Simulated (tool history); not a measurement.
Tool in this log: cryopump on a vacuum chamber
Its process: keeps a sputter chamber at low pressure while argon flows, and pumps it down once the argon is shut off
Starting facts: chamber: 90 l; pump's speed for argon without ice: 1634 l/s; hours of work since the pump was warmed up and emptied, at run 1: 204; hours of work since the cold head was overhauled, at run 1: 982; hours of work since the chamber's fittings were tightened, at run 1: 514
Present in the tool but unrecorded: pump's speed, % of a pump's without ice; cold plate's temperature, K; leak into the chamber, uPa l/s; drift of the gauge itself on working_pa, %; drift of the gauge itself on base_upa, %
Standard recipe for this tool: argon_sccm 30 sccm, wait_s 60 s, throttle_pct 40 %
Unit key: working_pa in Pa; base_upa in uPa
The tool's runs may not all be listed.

run,hour,argon_sccm,wait_s,throttle_pct,hours of work since the pump was warmed up and emptied,hours of work since the cold head was overhauled,hours of work since the chamber's fittings were tightened,working_pa,base_upa
1,0.0,30,60,40,204,982,514,0.0840,1.24
2,31.6,30,60,40,229,1006,539,0.0861,1.26
3,58.3,30,60,40,250,1027,560,0.0867,1.26
4,89.3,30,60,40,274,1052,584,0.0872,1.32
5,109.9,30,60,40,290,1068,600,0.0893,1.29
6,141.3,30,60,38,315,1093,625,0.0950,1.31
7,186.8,30,60,38,351,1128,660,0.0963,1.37
# hour 217.9: pump warmed up, emptied and cooled again
8,217.9,30,60,40,0,1149,681,0.0788,1.15
9,264.3,30,60,40,36,1185,717,0.0789,1.20
10,307.2,30,60,40,70,1219,751,0.0799,1.26
11,331.4,53,60,16,89,1238,770,0.3467,1.21
12,361.4,53,60,16,113,1261,793,0.3502,1.30
13,386.5,19,35,26,132,1281,813,0.0789,1.85
14,421.3,49,269,16,160,1308,840,0.3255,0.61
15,444.6,49,269,16,178,1327,859,0.3295,0.65
16,490.2,49,269,16,214,1362,894,0.3292,0.66
17,512.5,49,269,16,231,1380,912,0.3308,0.69

Consider 4 possible next runs. They are alternatives, not a sequence: every one starts from the tool as it was left by run 17. What does each give?
A,537.5,51,100,40,251,1399,932,?,?
B,537.5,49,132,55,251,1399,932,?,?
C,537.5,49,269,22,251,1399,932,?,?
D,537.5,15,29,40,251,1399,932,?,?

run,working_pa,base_upa
A,0.1469,1.01
B,0.1073,0.89
C,0.2469,0.66
D,0.0430,2.23
The same runs, with their run-to-run variation unchanged, on a tool lacking any hidden condition would have given:
run,working_pa,base_upa
A,0.1308,0.69
B,0.0917,0.58
C,0.2312,0.34
D,0.0382,1.91

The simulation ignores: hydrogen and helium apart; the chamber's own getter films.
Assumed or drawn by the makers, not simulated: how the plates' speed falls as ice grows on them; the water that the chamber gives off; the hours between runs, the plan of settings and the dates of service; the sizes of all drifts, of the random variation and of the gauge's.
